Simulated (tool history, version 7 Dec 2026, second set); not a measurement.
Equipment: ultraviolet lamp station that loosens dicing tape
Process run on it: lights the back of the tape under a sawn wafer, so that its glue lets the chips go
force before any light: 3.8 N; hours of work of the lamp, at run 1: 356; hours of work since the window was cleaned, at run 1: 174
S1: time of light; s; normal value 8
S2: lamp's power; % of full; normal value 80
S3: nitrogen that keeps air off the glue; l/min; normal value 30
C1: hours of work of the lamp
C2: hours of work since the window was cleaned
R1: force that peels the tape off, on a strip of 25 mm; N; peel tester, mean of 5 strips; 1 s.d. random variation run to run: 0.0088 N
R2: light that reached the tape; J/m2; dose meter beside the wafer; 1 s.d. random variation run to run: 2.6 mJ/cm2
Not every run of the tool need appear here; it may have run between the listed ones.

{"run": 1, "hour": 0.0, "S1": 8, "S2": 80, "S3": 30, "C1": 356, "C2": 174, "R1": 0.363, "R2": 3200}
{"run": 2, "hour": 9.4, "S1": 8, "S2": 80, "S3": 30, "C1": 364, "C2": 181, "R1": 0.378, "R2": 3190}
{"run": 3, "hour": 22.5, "S1": 8, "S2": 80, "S3": 30, "C1": 374, "C2": 191, "R1": 0.345, "R2": 3180}
{"run": 4, "hour": 37.6, "S1": 8, "S2": 83, "S3": 30, "C1": 385, "C2": 203, "R1": 0.344, "R2": 3380}
{"run": 5, "hour": 49.4, "S1": 8, "S2": 80, "S3": 15, "C1": 394, "C2": 212, "R1": 0.62, "R2": 3220}
{"run": 6, "hour": 64.5, "S1": 8, "S2": 80, "S3": 15, "C1": 406, "C2": 223, "R1": 0.603, "R2": 3220}
{"run": 7, "hour": 73.5, "S1": 11, "S2": 80, "S3": 15, "C1": 413, "C2": 230, "R1": 0.358, "R2": 4400}
{"run": 8, "hour": 88.8, "S1": 8, "S2": 66, "S3": 30, "C1": 425, "C2": 242, "R1": 0.525, "R2": 2640}
{"run": 9, "hour": 107.9, "S1": 9, "S2": 80, "S3": 30, "C1": 440, "C2": 257, "R1": 0.286, "R2": 3600}
{"run": 10, "hour": 124.4, "S1": 9, "S2": 80, "S3": 30, "C1": 452, "C2": 270, "R1": 0.297, "R2": 3630}

Run 11, settings as shown, results not yet in. Your forecast:
{"run": 11, "hour": 139.3, "S1": 8, "S2": 98, "S3": 30, "C1": 464, "C2": 281, "R1": "?", "R2": "?"}

{"run 11": {"R1": 0.225, "R2": 3940}}
Minus the tool's unlogged condition, the same run would have read R1 0.224 N, R2 3950 J/m2.

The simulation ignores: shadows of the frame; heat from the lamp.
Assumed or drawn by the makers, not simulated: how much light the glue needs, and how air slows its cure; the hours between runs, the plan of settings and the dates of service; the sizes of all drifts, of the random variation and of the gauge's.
